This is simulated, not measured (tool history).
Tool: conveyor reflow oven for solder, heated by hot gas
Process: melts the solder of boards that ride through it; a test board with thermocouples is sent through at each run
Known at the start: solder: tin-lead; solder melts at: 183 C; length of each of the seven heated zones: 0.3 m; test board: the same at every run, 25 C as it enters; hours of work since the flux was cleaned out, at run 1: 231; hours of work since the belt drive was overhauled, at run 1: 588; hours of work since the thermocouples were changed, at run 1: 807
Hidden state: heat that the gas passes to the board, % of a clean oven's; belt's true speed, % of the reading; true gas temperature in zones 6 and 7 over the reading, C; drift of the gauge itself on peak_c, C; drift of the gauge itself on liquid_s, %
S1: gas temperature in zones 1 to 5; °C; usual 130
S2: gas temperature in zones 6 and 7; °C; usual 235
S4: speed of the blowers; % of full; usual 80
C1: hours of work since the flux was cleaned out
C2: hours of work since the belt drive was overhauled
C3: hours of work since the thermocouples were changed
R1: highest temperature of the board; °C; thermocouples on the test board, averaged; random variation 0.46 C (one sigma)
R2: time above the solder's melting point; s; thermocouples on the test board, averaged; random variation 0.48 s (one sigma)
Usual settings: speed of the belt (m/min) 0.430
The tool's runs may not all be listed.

Run 1, hour 0.0: usual settings; C1 231; C2 588; C3 807. Result: R1 225.2 °C, R2 67.5 s.
Run 2, hour 21.8: usual settings; C1 247; C2 605; C3 823. Result: R1 225.0 °C, R2 67.7 s.
Run 3, hour 34.1: usual settings; C1 257; C2 614; C3 833. Result: R1 225.2 °C, R2 67.2 s.
Run 4, hour 54.4: usual settings but S2 239 °C; C1 272; C2 629; C3 848. Result: R1 228.8 °C, R2 69.8 s.
Run 5, hour 74.4: usual settings but S2 239 °C; C1 287; C2 644; C3 863. Result: R1 229.2 °C, R2 69.0 s.
Run 6, hour 94.6: usual settings but S2 239 °C; C1 302; C2 659; C3 878. Result: R1 227.8 °C, R2 70.3 s.
Run 7, hour 106.7: usual settings but S2 239 °C; C1 311; C2 669; C3 887. Result: R1 228.7 °C, R2 69.7 s.
Run 8, hour 120.1: usual settings but S2 239 °C, S4 86 % of full; C1 321; C2 679; C3 897. Result: R1 229.4 °C, R2 70.8 s.
Run 9, hour 132.4: usual settings but S2 239 °C, S4 86 % of full; C1 331; C2 688; C3 907. Result: R1 229.8 °C, R2 71.1 s.
Run 10, hour 148.0: usual settings but S2 239 °C, S4 86 % of full; C1 342; C2 700; C3 918. Result: R1 229.2 °C, R2 70.6 s.
Run 11, hour 172.1: usual settings but S2 239 °C, S4 86 % of full; C1 360; C2 718; C3 936. Result: R1 229.8 °C, R2 70.8 s.
At hour 193.2: flux residue cleaned out of gas plates and filters.
Run 12, hour 199.7: usual settings but S2 239 °C, S4 86 % of full; C1 5; C2 735; C3 953. Result: R1 229.9 °C, R2 70.8 s.
Run 13, hour 212.3: usual settings but S4 67 % of full; C1 14; C2 744; C3 963. Result: R1 221.6 °C, R2 64.6 s.
Run 14, hour 224.8: usual settings but S4 67 % of full; C1 24; C2 753; C3 972. Result: R1 222.3 °C, R2 64.4 s.
Run 15, hour 244.7: usual settings but S1 121 °C, S2 244 °C, speed of the belt (m/min) 0.376, S4 71 % of full; C1 39; C2 768; C3 987. Result: R1 234.0 °C, R2 79.9 s.
Run 16, hour 260.2: usual settings but S1 141 °C, speed of the belt (m/min) 0.482; C1 50; C2 780; C3 999. Result: R1 223.3 °C, R2 61.9 s.

Run 17 comes next. What will it give?
Run 17, hour 283.2: usual settings but S1 122 °C; C1 68; C2 797; C3 1016. Result: R1 ?, R2 ?.

{"run 17": {"R1": 224.0, "R2": 64.5}}
Without the tool's hidden state the same run would have given R1 224.1 °C, R2 64.5 s.
